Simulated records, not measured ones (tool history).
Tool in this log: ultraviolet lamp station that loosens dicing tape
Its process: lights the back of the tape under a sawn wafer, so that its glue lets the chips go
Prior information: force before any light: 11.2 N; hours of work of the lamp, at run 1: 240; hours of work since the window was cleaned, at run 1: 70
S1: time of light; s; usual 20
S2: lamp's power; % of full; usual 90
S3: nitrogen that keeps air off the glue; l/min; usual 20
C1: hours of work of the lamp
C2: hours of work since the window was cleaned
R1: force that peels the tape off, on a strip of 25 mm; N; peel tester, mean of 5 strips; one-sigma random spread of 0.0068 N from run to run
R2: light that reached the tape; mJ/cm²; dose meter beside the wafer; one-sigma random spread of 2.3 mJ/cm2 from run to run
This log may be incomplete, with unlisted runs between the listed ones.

| run | hour | S1 | S2 | S3 | C1 | C2 | R1 | R2 |
|---|---|---|---|---|---|---|---|---|
| 1 | 0 | 20 | 90 | 20 | 240 | 70 | 0.275 | 224 |
| 2 | 13.7 | 20 | 90 | 20 | 251 | 81 | 0.311 | 223 |
| 3 | 20.2 | 20 | 90 | 20 | 256 | 86 | 0.31 | 223 |
| 4 | 26.8 | 20 | 90 | 20 | 261 | 91 | 0.303 | 217 |
| 5 | 39.6 | 20 | 90 | 20 | 271 | 101 | 0.307 | 218 |
| 6 | 49.4 | 20 | 76 | 20 | 279 | 109 | 0.517 | 180 |
| 7 | 56.5 | 20 | 76 | 20 | 285 | 115 | 0.522 | 189 |
| 8 | 65.2 | 31 | 76 | 20 | 292 | 122 | 0.152 | 285 |
| 9 | 77.8 | 20 | 90 | 39 | 302 | 132 | 0.171 | 217 |
| 10 | 84 | 20 | 90 | 20 | 307 | 137 | 0.33 | 215 |
| 11 | 90.5 | 20 | 90 | 29 | 312 | 142 | 0.229 | 215 |
|  | 92.1 | window cleaned of glue's vapour |
| 12 | 100.3 | 20 | 90 | 29 | 319 | 6 | 0.25 | 208 |
| 13 | 111.2 | 20 | 90 | 32 | 328 | 15 | 0.228 | 208 |
|  | 121.1 | window cleaned of glue's vapour, once more |
| 14 | 123.1 | 20 | 90 | 32 | 337 | 2 | 0.172 | 225 |
| 15 | 136.3 | 20 | 90 | 20 | 347 | 12 | 0.297 | 224 |
| 16 | 147.3 | 20 | 90 | 20 | 356 | 21 | 0.298 | 220 |
| 17 | 159.6 | 17 | 90 | 20 | 366 | 30 | 0.487 | 187 |
| 18 | 173.4 | 20 | 90 | 20 | 376 | 41 | 0.324 | 223 |
| 19 | 180.8 | 20 | 90 | 20 | 382 | 47 | 0.298 | 220 |
| 20 | 193 | 20 | 90 | 20 | 392 | 57 | 0.309 | 221 |
| 21 | 202.5 | 20 | 90 | 20 | 399 | 64 | 0.319 | 217 |
| 22 | 214.8 | 20 | 90 | 20 | 409 | 74 | 0.317 | 216 |
| 23 | 225.9 | 20 | 90 | 20 | 418 | 83 | 0.333 | 214 |
| 24 | 238.8 | 20 | 90 | 20 | 428 | 93 | 0.32 | 215 |
| 25 | 252.4 | 13 | 74 | 7 | 439 | 104 | 3.142 | 113 |
| 26 | 258.4 | 30 | 74 | 7 | 444 | 108 | 0.64 | 263 |
| 27 | 269.8 | 30 | 74 | 7 | 453 | 117 | 0.666 | 264 |
| 28 | 282 | 30 | 74 | 7 | 462 | 127 | 0.67 | 261 |
| 29 | 290.9 | 11 | 91 | 22 | 469 | 134 | 1.422 | 116 |
| 30 | 304 | 20 | 84 | 9 | 480 | 145 | 1.032 | 195 |
| 31 | 313.8 | 20 | 84 | 9 | 487 | 152 | 1.037 | 197 |
| 32 | 319.9 | 31 | 90 | 15 | 492 | 157 | 0.146 | 317 |
| 33 | 329.6 | 25 | 63 | 7 | 500 | 165 | 1.484 | 178 |
| 34 | 343.2 | 12 | 90 | 20 | 511 | 176 | 1.404 | 123 |
| 35 | 351.9 | 12 | 90 | 20 | 517 | 182 | 1.399 | 123 |
| 36 | 360.8 | 12 | 90 | 6 | 525 | 189 | 3.064 | 124 |
| 37 | 373.7 | 12 | 90 | 6 | 535 | 200 | 3.102 | 124 |
| 38 | 385.8 | 36 | 90 | 9 | 544 | 209 | 0.194 | 365 |
| 39 | 394.6 | 36 | 90 | 9 | 551 | 216 | 0.186 | 365 |
| 40 | 405.3 | 16 | 67 | 9 | 560 | 225 | 2.508 | 117 |

4 options for the next run, each taken on its own from the tool as it stands now. Forecast them:
| A | 411.4 | 23 | 80 | 22 | 565 | 229 | ? | ? |
| B | 411.4 | 23 | 67 | 9 | 565 | 229 | ? | ? |
| C | 411.4 | 20 | 90 | 7 | 565 | 229 | ? | ? |
| D | 411.4 | 20 | 63 | 20 | 565 | 229 | ? | ? |

| run | R1 | R2 |
|---|---|---|
| A | 0.356 | 203 |
| B | 1.422 | 167 |
| C | 1.242 | 198 |
| D | 1.074 | 139 |
Take away the tool's hidden state, keep each run's random variation, and the runs would have read:
| run | R1 | R2 |
|---|---|---|
| A | 0.198 | 248 |
| B | 0.906 | 206 |
| C | 0.776 | 243 |
| D | 0.658 | 170 |
